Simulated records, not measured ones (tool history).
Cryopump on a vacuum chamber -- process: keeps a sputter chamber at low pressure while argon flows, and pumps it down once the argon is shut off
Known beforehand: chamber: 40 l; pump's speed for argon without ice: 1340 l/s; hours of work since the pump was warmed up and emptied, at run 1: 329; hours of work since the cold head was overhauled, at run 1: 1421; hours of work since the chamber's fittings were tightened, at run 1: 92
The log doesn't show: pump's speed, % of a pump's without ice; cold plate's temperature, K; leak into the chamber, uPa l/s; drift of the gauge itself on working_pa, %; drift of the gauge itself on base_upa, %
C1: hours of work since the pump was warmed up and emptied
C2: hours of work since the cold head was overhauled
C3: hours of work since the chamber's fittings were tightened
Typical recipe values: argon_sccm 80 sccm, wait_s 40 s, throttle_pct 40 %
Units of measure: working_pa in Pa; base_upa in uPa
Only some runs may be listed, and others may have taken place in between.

Run 1, hour 0.0: usual settings; C1 329; C2 1421; C3 92. Result: working_pa 0.2647 Pa, base_upa 1.36 uPa.
Run 2, hour 43.9: usual settings but wait_s 88 s; C1 366; C2 1458; C3 129. Result: working_pa 0.2672 Pa, base_upa 0.87 uPa.
Run 3, hour 76.1: usual settings but wait_s 88 s; C1 393; C2 1485; C3 156. Result: working_pa 0.2686 Pa, base_upa 0.96 uPa.
Run 4, hour 133.3: usual settings but wait_s 88 s; C1 441; C2 1533; C3 204. Result: working_pa 0.2698 Pa, base_upa 0.97 uPa.
Run 5, hour 207.6: usual settings; C1 504; C2 1596; C3 267. Result: working_pa 0.2737 Pa, base_upa 1.58 uPa.
Run 6, hour 249.1: usual settings but argon_sccm 118 sccm; C1 539; C2 1631; C3 302. Result: working_pa 0.4037 Pa, base_upa 1.64 uPa.
Run 7, hour 292.3: usual settings but throttle_pct 47 %; C1 576; C2 1668; C3 338. Result: working_pa 0.2396 Pa, base_upa 1.74 uPa.
Run 8, hour 342.9: usual settings but throttle_pct 47 %; C1 618; C2 1710; C3 381. Result: working_pa 0.2397 Pa, base_upa 1.78 uPa.
Run 9, hour 383.3: usual settings but wait_s 24 s, throttle_pct 47 %; C1 652; C2 1744; C3 415. Result: working_pa 0.2425 Pa, base_upa 2.43 uPa.
Run 10, hour 452.9: usual settings but wait_s 24 s, throttle_pct 47 %; C1 711; C2 1803; C3 474. Result: working_pa 0.2449 Pa, base_upa 2.61 uPa.
Run 11, hour 528.7: usual settings but wait_s 24 s, throttle_pct 47 %; C1 775; C2 1867; C3 538. Result: working_pa 0.2498 Pa, base_upa 2.66 uPa.
Run 12, hour 591.7: usual settings but wait_s 24 s, throttle_pct 47 %; C1 828; C2 1920; C3 591. Result: working_pa 0.2513 Pa, base_upa 2.74 uPa.
Run 13, hour 637.0: usual settings but wait_s 92 s, throttle_pct 44 %; C1 866; C2 1958; C3 629. Result: working_pa 0.2684 Pa, base_upa 1.74 uPa.
Run 14, hour 702.4: usual settings but wait_s 92 s, throttle_pct 44 %; C1 922; C2 2013; C3 684. Result: working_pa 0.2700 Pa, base_upa 1.88 uPa.
Run 15, hour 766.7: usual settings but throttle_pct 21 %; C1 976; C2 2068; C3 739. Result: working_pa 0.5245 Pa, base_upa 2.53 uPa.
Run 16, hour 804.6: usual settings but wait_s 148 s, throttle_pct 30 %; C1 1008; C2 2100; C3 771. Result: working_pa 0.3825 Pa, base_upa 1.98 uPa.
Run 17, hour 846.9: usual settings but argon_sccm 88 sccm, wait_s 144 s, throttle_pct 55 %; C1 1044; C2 2135; C3 806. Result: working_pa 0.2574 Pa, base_upa 2.09 uPa.
At hour 886.9: pump warmed up, emptied and cooled again.
Run 18, hour 886.9: usual settings but argon_sccm 130 sccm, wait_s 23 s; C1 0; C2 2165; C3 836. Result: working_pa 0.4124 Pa, base_upa 2.77 uPa.
Run 19, hour 946.8: usual settings but argon_sccm 130 sccm, wait_s 23 s; C1 51; C2 2215; C3 886. Result: working_pa 0.4160 Pa, base_upa 3.01 uPa.
Run 20, hour 1016.9: usual settings but argon_sccm 79 sccm, wait_s 43 s, throttle_pct 19 %; C1 110; C2 2275; C3 946. Result: working_pa 0.5281 Pa, base_upa 2.23 uPa.
Run 21, hour 1052.1: usual settings but argon_sccm 79 sccm, wait_s 43 s, throttle_pct 19 %; C1 139; C2 2304; C3 975. Result: working_pa 0.5323 Pa, base_upa 2.29 uPa.
Run 22, hour 1117.9: usual settings but wait_s 192 s, throttle_pct 37 %; C1 195; C2 2360; C3 1031. Result: working_pa 0.2825 Pa, base_upa 1.75 uPa.
Run 23, hour 1157.4: usual settings but argon_sccm 34 sccm, wait_s 81 s, throttle_pct 31 %; C1 228; C2 2393; C3 1064. Result: working_pa 0.1439 Pa, base_upa 2.16 uPa.
At hour 1211.9: leaking fittings of the chamber tightened, without venting.
Run 24, hour 1219.2: usual settings but argon_sccm 149 sccm, wait_s 46 s, throttle_pct 49 %; C1 279; C2 2444; C3 6. Result: working_pa 0.4046 Pa, base_upa 1.09 uPa.

What if the next run were any one of these 3? Each begins from the tool's condition after run 24:
Run A, hour 1250.8: usual settings but argon_sccm 40 sccm, wait_s 183 s, throttle_pct 31 %; C1 305; C2 2470; C3 33. Result: working_pa ?, base_upa ?.
Run B, hour 1250.8: usual settings but argon_sccm 149 sccm, wait_s 206 s, throttle_pct 33 %; C1 305; C2 2470; C3 33. Result: working_pa ?, base_upa ?.
Run C, hour 1250.8: usual settings but argon_sccm 149 sccm, wait_s 45 s, throttle_pct 49 %; C1 305; C2 2470; C3 33. Result: working_pa ?, base_upa ?.

run  working_pa  base_upa
  A      0.1690      0.53
  B      0.5948      0.54
  C      0.4095      1.16
With no hidden state in the tool, these same runs would have given:
run  working_pa  base_upa
  A      0.1623      0.39
  B      0.5698      0.40
  C      0.3845      1.03
